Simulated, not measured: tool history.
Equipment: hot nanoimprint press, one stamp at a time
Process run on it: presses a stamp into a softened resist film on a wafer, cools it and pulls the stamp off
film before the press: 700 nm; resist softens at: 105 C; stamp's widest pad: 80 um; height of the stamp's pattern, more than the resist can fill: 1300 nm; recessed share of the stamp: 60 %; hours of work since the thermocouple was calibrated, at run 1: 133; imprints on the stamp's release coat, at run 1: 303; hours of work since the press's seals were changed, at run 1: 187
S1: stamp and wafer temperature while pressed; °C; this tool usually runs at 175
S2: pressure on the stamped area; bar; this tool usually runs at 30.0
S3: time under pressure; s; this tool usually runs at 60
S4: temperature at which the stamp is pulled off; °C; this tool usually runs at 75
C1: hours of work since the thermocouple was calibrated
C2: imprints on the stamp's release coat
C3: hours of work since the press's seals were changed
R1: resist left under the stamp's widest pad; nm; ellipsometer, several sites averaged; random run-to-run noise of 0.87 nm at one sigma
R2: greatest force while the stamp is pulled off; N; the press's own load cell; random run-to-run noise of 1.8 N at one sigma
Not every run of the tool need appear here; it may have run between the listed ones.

{"run": 1, "hour": 0.0, "S1": 175, "S2": 30.0, "S3": 60, "S4": 75, "C1": 133, "C2": 303, "C3": 187, "R1": 263.1, "R2": 192}
{"run": 2, "hour": 9.5, "S1": 175, "S2": 30.0, "S3": 60, "S4": 75, "C1": 140, "C2": 337, "C3": 194, "R1": 263.9, "R2": 195}
{"run": 3, "hour": 14.4, "S1": 175, "S2": 30.0, "S3": 60, "S4": 75, "C1": 143, "C2": 354, "C3": 197, "R1": 264.3, "R2": 196}
{"run": 4, "hour": 18.6, "S1": 175, "S2": 30.0, "S3": 60, "S4": 75, "C1": 146, "C2": 369, "C3": 200, "R1": 264.2, "R2": 195}
{"run": 5, "hour": 23.0, "S1": 175, "S2": 30.0, "S3": 60, "S4": 75, "C1": 149, "C2": 385, "C3": 203, "R1": 263.1, "R2": 198}
{"hour": 26.7, "done": "plate thermocouple calibrated"}
{"run": 6, "hour": 33.2, "S1": 175, "S2": 30.0, "S3": 60, "S4": 75, "C1": 5, "C2": 410, "C3": 208, "R1": 258.0, "R2": 198}
{"run": 7, "hour": 37.9, "S1": 175, "S2": 30.0, "S3": 94, "S4": 75, "C1": 8, "C2": 427, "C3": 212, "R1": 217.6, "R2": 198}
{"run": 8, "hour": 46.2, "S1": 175, "S2": 32.7, "S3": 60, "S4": 65, "C1": 14, "C2": 457, "C3": 218, "R1": 245.4, "R2": 258}
{"run": 9, "hour": 50.8, "S1": 173, "S2": 22.3, "S3": 60, "S4": 75, "C1": 17, "C2": 473, "C3": 221, "R1": 325.6, "R2": 202}
{"run": 10, "hour": 56.7, "S1": 173, "S2": 22.3, "S3": 48, "S4": 75, "C1": 21, "C2": 494, "C3": 225, "R1": 349.6, "R2": 200}
{"run": 11, "hour": 62.2, "S1": 172, "S2": 25.4, "S3": 48, "S4": 75, "C1": 25, "C2": 513, "C3": 229, "R1": 344.8, "R2": 200}
{"run": 12, "hour": 67.7, "S1": 172, "S2": 25.4, "S3": 48, "S4": 75, "C1": 29, "C2": 533, "C3": 233, "R1": 340.3, "R2": 205}
{"hour": 74.0, "done": "plate thermocouple calibrated, once more"}
{"run": 13, "hour": 78.0, "S1": 182, "S2": 29.6, "S3": 77, "S4": 65, "C1": 3, "C2": 559, "C3": 238, "R1": 186.6, "R2": 275}
{"run": 14, "hour": 85.4, "S1": 182, "S2": 37.4, "S3": 77, "S4": 73, "C1": 8, "C2": 585, "C3": 243, "R1": 163.2, "R2": 227}

Pick out some run-to-run changes in R1. Of each, how much would a tool without hidden state show as well, from the settings, what came in and chance, and how much is left for the hidden state and any gauge scatter not in both results compared?
Hidden conditions of the tool in this case: true temperature over the reading, C; pressure that arrives at the usual setting, %; grip of the stamp's worn release coat, % over a new coat's; drift of the gauge itself on residual_nm, %; drift of the gauge itself on pull_off_n, %.
Run 12 -> 13: S1 172 -> 182, S2 25.4 -> 29.6, S3 48 -> 77, S4 75 -> 65, plate thermocouple calibrated, once more. R1 -153.7 nm: hidden state +16.8, all else -170.5.
